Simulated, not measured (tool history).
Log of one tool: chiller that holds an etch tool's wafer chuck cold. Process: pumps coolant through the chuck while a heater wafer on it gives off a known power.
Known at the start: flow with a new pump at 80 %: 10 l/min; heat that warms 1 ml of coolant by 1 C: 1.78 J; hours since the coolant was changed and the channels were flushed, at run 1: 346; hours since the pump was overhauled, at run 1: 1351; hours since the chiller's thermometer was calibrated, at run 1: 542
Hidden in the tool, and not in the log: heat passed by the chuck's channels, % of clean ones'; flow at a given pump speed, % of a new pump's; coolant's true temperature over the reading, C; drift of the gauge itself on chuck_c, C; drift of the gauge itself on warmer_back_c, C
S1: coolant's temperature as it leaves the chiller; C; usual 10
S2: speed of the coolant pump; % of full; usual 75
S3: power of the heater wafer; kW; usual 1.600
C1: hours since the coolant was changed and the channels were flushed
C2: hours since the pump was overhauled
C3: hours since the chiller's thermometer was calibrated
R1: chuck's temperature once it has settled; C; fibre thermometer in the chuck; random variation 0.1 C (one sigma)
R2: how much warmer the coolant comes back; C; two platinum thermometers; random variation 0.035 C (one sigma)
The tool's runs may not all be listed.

run,day,S1,S2,S3,C1,C2,C3,R1,R2
1,0.000,10,75,1.600,346,1351,542,22.1,5.74
2,1.112,10,75,1.600,373,1377,569,22.2,5.73
3,3.525,10,75,1.600,430,1435,627,22.3,5.73
4,4.658,10,75,1.600,458,1462,654,22.1,5.75
5,6.921,10,75,1.600,512,1517,708,22.2,5.73
6,9.046,10,95,1.204,563,1568,759,17.6,3.34
7,10.442,10,95,1.171,596,1601,793,17.3,3.26
8,12.129,10,75,2.201,637,1642,833,26.8,7.84
9,13.525,10,77,1.186,670,1675,867,18.8,4.05
10,14.871,10,77,1.186,703,1707,899,18.7,4.07

Forecast each of these 5 alternatives for the next run:
A,15.983,10,94,1.186,729,1734,926,?,?
B,15.983,15,61,1.816,729,1734,926,?,?
C,15.983,6,64,2.237,729,1734,926,?,?
D,15.983,11,75,1.600,729,1734,926,?,?
E,15.983,7,75,1.600,729,1734,926,?,?

run,R1,R2
A,17.4,3.29
B,31.4,7.97
C,25.4,9.34
D,23.2,5.61
E,19.3,5.60
Without the tool's hidden state the same runs would have given:
run,R1,R2
A,17.4,3.43
B,31.4,8.11
C,25.4,9.47
D,23.2,5.74
E,19.3,5.74
